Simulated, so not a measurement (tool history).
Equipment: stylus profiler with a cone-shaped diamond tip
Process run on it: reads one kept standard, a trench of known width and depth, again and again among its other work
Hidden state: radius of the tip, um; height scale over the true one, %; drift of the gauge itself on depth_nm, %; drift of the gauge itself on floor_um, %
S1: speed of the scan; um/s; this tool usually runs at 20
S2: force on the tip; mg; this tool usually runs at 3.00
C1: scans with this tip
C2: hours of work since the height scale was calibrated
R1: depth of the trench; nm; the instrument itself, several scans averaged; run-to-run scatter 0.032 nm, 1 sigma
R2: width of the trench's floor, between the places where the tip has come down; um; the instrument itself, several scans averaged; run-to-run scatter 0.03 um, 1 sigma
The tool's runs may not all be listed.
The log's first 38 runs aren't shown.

Run 39, hour 536.9: usual settings but S1 21 um/s, S2 1.72 mg; C1 3505; C2 198. Result: R1 201.31 nm, R2 16.58 um.
Run 40, hour 549.3: usual settings but S2 1.49 mg; C1 3557; C2 207. Result: R1 201.23 nm, R2 16.61 um.
Run 41, hour 561.7: usual settings but S1 22 um/s, S2 1.92 mg; C1 3608; C2 216. Result: R1 201.44 nm, R2 16.66 um.
Run 42, hour 570.4: usual settings but S1 63 um/s, S2 8.30 mg; C1 3645; C2 223. Result: R1 203.93 nm, R2 16.60 um.
Run 43, hour 589.4: usual settings but S1 10 um/s, S2 2.65 mg; C1 3724; C2 237. Result: R1 201.77 nm, R2 16.60 um.
Run 44, hour 600.0: usual settings but S2 2.40 mg; C1 3768; C2 245. Result: R1 201.63 nm, R2 16.57 um.
Run 45, hour 618.4: usual settings but S1 11 um/s, S2 1.12 mg; C1 3844; C2 258. Result: R1 200.99 nm, R2 16.54 um.
Run 46, hour 633.8: usual settings but S1 11 um/s, S2 1.12 mg; C1 3909; C2 270. Result: R1 200.93 nm, R2 16.58 um.

Alternative continuations, all from the tool just after run 46; predict every row:
Run A, hour 647.0: usual settings but S1 8 um/s, S2 1.52 mg; C1 3963; C2 280. Result: R1 ?, R2 ?.
Run B, hour 647.0: usual settings but S1 11 um/s, S2 2.74 mg; C1 3963; C2 280. Result: R1 ?, R2 ?.
Run C, hour 647.0: usual settings but S1 50 um/s, S2 1.12 mg; C1 3963; C2 280. Result: R1 ?, R2 ?.
Run D, hour 647.0: usual settings but S1 7 um/s, S2 6.92 mg; C1 3963; C2 280. Result: R1 ?, R2 ?.

run      R1     R2
  A  201.15  16.55
  B  201.85  16.57
  C  200.94  16.43
  D  203.44  16.63
With no hidden state in the tool, these same runs would have given:
run      R1     R2
  A  201.27  17.15
  B  201.97  17.17
  C  201.06  17.03
  D  203.57  17.23

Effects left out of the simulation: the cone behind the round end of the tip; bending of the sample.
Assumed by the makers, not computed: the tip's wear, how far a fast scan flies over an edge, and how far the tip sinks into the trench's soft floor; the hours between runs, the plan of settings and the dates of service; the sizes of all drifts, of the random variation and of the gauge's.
